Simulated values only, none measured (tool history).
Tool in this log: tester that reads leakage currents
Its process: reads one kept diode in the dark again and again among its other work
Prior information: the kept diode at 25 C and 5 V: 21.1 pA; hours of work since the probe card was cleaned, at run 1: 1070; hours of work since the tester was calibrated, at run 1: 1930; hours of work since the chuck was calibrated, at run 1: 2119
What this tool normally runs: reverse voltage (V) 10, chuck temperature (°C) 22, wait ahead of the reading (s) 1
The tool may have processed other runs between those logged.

run	day	reverse voltage (V)	chuck temperature (°C)	wait ahead of the reading (s)	hours of work since the probe card was cleaned	hours of work since the tester was calibrated	hours of work since the chuck was calibrated	current that the tester gives (pA)
1	0	10	22	1	1070	1930	2119	22.37
# day 1.017: chuck's temperature calibrated
2	10.525	3.5	22	1	1216	2076	133	13.82
3	20.042	3.5	22	1	1348	2209	265	13.65
4	28.862	3.5	22	1	1471	2331	388	13.72
# day 31.029: tester calibrated
5	39.892	3.5	22	1	1624	123	541	13.65
6	48.292	10	34	1	1741	241	658	68.18
7	53.733	10	34	1	1817	316	733	69.07
8	61.312	10	34	1	1922	422	839	68.23
9	66.458	10	34	1	1994	494	911	68.53
10	71.167	13	34	1	2060	559	976	76.88
11	78.554	13	34	1	2162	662	1079	77.29
12	89.783	10	22	1	2319	819	1236	22.37
13	96.612	10	22	1	2414	914	1331	22.43
14	101.854	2.1	22	1	2487	987	1404	10.87
15	112.746	10	22	1	2639	1139	1556	22.42
16	119.817	10	22	1	2737	1237	1654	22.3
17	126.929	10	22	1	2837	1336	1753	22.39
18	136.171	10	47	1	2965	1465	1882	212.49
19	145.617	10	47	1	3097	1597	2014	212.71
20	151.017	10	47	1	3172	1672	2089	211.44
# day 154.275: probe card cleaned and baked
# day 154.358: chuck's temperature calibrated
21	159.446	10	47	1	71	1786	71	212.19
22	165.571	16.1	24	2.41	156	1872	156	33.04
23	171.954	12.7	28	7.24	245	1961	245	43.37
24	183.3	10	22	0.74	403	2119	403	22.7
25	192.862	10	22	8.45	536	2252	536	21.75
# day 200.767: tester calibrated
26	203.762	5.5	52	0.32	687	42	687	247.59
27	213.388	5.5	52	0.32	821	176	821	245.92
28	224.417	1.2	21	7.26	975	330	975	7.52
29	233.683	10	54	2.46	1104	459	1104	375.4
30	242.854	12.4	35	1	1232	586	1232	82.46
31	251.558	4.9	22	9.29	1353	708	1353	15.61
32	256.533	1.2	35	1.98	1423	777	1423	28.72
33	266.933	2.7	29	4.19	1567	922	1567	23.68
34	272.942	2.7	29	1.97	1651	1006	1651	23.68
35	284.154	3.8	29	0.87	1807	1162	1807	27.76
36	292.633	1.7	25	1	1926	1280	1926	13.15
37	304.067	1.7	25	1	2085	1439	2085	13.24
# day 307.338: chuck's temperature calibrated
38	310.938	10	22	1.16	2179	1534	50	22.35
39	320.188	9.1	42	1.65	2308	1663	179	132.06
40	328.671	6.8	42	1.2	2427	1781	297	116.8
41	337.858	6.8	42	1.2	2555	1909	425	116.45

Below are 3 alternative next runs, each starting from the tool's condition after run 41. Predict each:
A	348.196	16.6	42	1.2	2699	2053	569	?
B	348.196	6.8	42	1.2	2699	2053	569	?
C	348.196	10	21	5.43	2699	2053	569	?

run	current that the tester gives (pA)
A	174.91
B	116.6
C	19.71
What these runs would have given with no unlogged condition in the tool:
run	current that the tester gives (pA)
A	174.85
B	116.58
C	19.67
